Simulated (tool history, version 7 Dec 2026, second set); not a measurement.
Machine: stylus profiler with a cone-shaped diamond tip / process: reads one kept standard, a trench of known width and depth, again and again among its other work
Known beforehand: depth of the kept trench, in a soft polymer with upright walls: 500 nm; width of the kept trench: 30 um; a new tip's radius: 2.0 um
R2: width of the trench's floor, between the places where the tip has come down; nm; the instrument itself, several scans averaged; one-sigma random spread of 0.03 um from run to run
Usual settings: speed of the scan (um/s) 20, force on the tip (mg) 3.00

run 1 hour=0.0 | speed_of_the_scan_(um/s)=20 force_on_the_tip_(mg)=3.00 | depth_of_the_trench_(Å)=5057.3 R2=26300
run 2 hour=100.8 | speed_of_the_scan_(um/s)=20 force_on_the_tip_(mg)=3.00 | depth_of_the_trench_(Å)=5058.5 R2=26270
run 3 hour=213.9 | speed_of_the_scan_(um/s)=20 force_on_the_tip_(mg)=7.69 | depth_of_the_trench_(Å)=5105.6 R2=26220
run 4 hour=344.9 | speed_of_the_scan_(um/s)=20 force_on_the_tip_(mg)=7.69 | depth_of_the_trench_(Å)=5105.7 R2=26090
run 5 hour=454.6 | speed_of_the_scan_(um/s)=20 force_on_the_tip_(mg)=7.69 | depth_of_the_trench_(Å)=5104.9 R2=26050
run 6 hour=541.5 | speed_of_the_scan_(um/s)=20 force_on_the_tip_(mg)=7.69 | depth_of_the_trench_(Å)=5105.9 R2=25960
-- hour=574.4 new tip fitted, height scale calibrated
run 7 hour=616.3 | speed_of_the_scan_(um/s)=20 force_on_the_tip_(mg)=7.69 | depth_of_the_trench_(Å)=5096.6 R2=27260
run 8 hour=695.0 | speed_of_the_scan_(um/s)=20 force_on_the_tip_(mg)=7.69 | depth_of_the_trench_(Å)=5097.2 R2=27240
run 9 hour=786.1 | speed_of_the_scan_(um/s)=20 force_on_the_tip_(mg)=7.69 | depth_of_the_trench_(Å)=5097.8 R2=27100
run 10 hour=879.1 | speed_of_the_scan_(um/s)=14 force_on_the_tip_(mg)=3.00 | depth_of_the_trench_(Å)=5053.9 R2=27000
run 11 hour=943.7 | speed_of_the_scan_(um/s)=45 force_on_the_tip_(mg)=3.00 | depth_of_the_trench_(Å)=5052.8 R2=26740
run 12 hour=1009.1 | speed_of_the_scan_(um/s)=23 force_on_the_tip_(mg)=3.00 | depth_of_the_trench_(Å)=5054.9 R2=26820
run 13 hour=1082.3 | speed_of_the_scan_(um/s)=23 force_on_the_tip_(mg)=3.00 | depth_of_the_trench_(Å)=5052.3 R2=26800
run 14 hour=1176.6 | speed_of_the_scan_(um/s)=23 force_on_the_tip_(mg)=3.00 | depth_of_the_trench_(Å)=5054.0 R2=26700
run 15 hour=1274.7 | speed_of_the_scan_(um/s)=23 force_on_the_tip_(mg)=3.00 | depth_of_the_trench_(Å)=5054.2 R2=26630
run 16 hour=1399.1 | speed_of_the_scan_(um/s)=23 force_on_the_tip_(mg)=3.00 | depth_of_the_trench_(Å)=5055.4 R2=26500
run 17 hour=1472.4 | speed_of_the_scan_(um/s)=23 force_on_the_tip_(mg)=3.00 | depth_of_the_trench_(Å)=5055.1 R2=26500
run 18 hour=1561.4 | speed_of_the_scan_(um/s)=23 force_on_the_tip_(mg)=3.00 | depth_of_the_trench_(Å)=5055.6 R2=26390
run 19 hour=1706.3 | speed_of_the_scan_(um/s)=23 force_on_the_tip_(mg)=3.00 | depth_of_the_trench_(Å)=5056.2 R2=26340
run 20 hour=1832.7 | speed_of_the_scan_(um/s)=20 force_on_the_tip_(mg)=3.01 | depth_of_the_trench_(Å)=5057.3 R2=26180
run 21 hour=1920.5 | speed_of_the_scan_(um/s)=20 force_on_the_tip_(mg)=3.00 | depth_of_the_trench_(Å)=5058.2 R2=26170
run 22 hour=1997.5 | speed_of_the_scan_(um/s)=20 force_on_the_tip_(mg)=3.00 | depth_of_the_trench_(Å)=5057.5 R2=26120
run 23 hour=2140.7 | speed_of_the_scan_(um/s)=20 force_on_the_tip_(mg)=3.00 | depth_of_the_trench_(Å)=5057.9 R2=26060
run 24 hour=2272.8 | speed_of_the_scan_(um/s)=20 force_on_the_tip_(mg)=3.00 | depth_of_the_trench_(Å)=5060.7 R2=25970
run 25 hour=2331.7 | speed_of_the_scan_(um/s)=32 force_on_the_tip_(mg)=4.36 | depth_of_the_trench_(Å)=5074.8 R2=25900
-- hour=2406.3 new tip fitted, height scale calibrated
run 26 hour=2414.2 | speed_of_the_scan_(um/s)=32 force_on_the_tip_(mg)=8.81 | depth_of_the_trench_(Å)=5104.5 R2=27290
run 27 hour=2480.5 | speed_of_the_scan_(um/s)=5 force_on_the_tip_(mg)=4.30 | depth_of_the_trench_(Å)=5066.2 R2=27360
run 28 hour=2597.5 | speed_of_the_scan_(um/s)=5 force_on_the_tip_(mg)=4.30 | depth_of_the_trench_(Å)=5067.1 R2=27220
run 29 hour=2718.2 | speed_of_the_scan_(um/s)=7 force_on_the_tip_(mg)=6.46 | depth_of_the_trench_(Å)=5087.8 R2=27080
run 30 hour=2834.9 | speed_of_the_scan_(um/s)=51 force_on_the_tip_(mg)=1.45 | depth_of_the_trench_(Å)=5034.2 R2=26730
run 31 hour=2973.3 | speed_of_the_scan_(um/s)=15 force_on_the_tip_(mg)=3.39 | depth_of_the_trench_(Å)=5059.2 R2=26860
run 32 hour=3080.9 | speed_of_the_scan_(um/s)=15 force_on_the_tip_(mg)=3.39 | depth_of_the_trench_(Å)=5060.0 R2=26740
run 33 hour=3214.9 | speed_of_the_scan_(um/s)=15 force_on_the_tip_(mg)=3.39 | depth_of_the_trench_(Å)=5059.8 R2=26670
run 34 hour=3324.1 | speed_of_the_scan_(um/s)=10 force_on_the_tip_(mg)=3.39 | depth_of_the_trench_(Å)=5060.9 R2=26620
run 35 hour=3445.8 | speed_of_the_scan_(um/s)=10 force_on_the_tip_(mg)=3.39 | depth_of_the_trench_(Å)=5059.6 R2=26510
run 36 hour=3514.5 | speed_of_the_scan_(um/s)=12 force_on_the_tip_(mg)=3.39 | depth_of_the_trench_(Å)=5063.1 R2=26480
run 37 hour=3588.5 | speed_of_the_scan_(um/s)=7 force_on_the_tip_(mg)=1.75 | depth_of_the_trench_(Å)=5041.3 R2=26470

For run 38, what comes out?
run 38 hour=3694.4 | speed_of_the_scan_(um/s)=17 force_on_the_tip_(mg)=2.12 | depth_of_the_trench_(Å)=? R2=?

Run 38 came out at depth of the trench (Å) 5047.1, R2 26310 nm.
Minus the tool's unlogged condition, the same run would have read depth of the trench (Å) 5040.5, R2 27270 nm.

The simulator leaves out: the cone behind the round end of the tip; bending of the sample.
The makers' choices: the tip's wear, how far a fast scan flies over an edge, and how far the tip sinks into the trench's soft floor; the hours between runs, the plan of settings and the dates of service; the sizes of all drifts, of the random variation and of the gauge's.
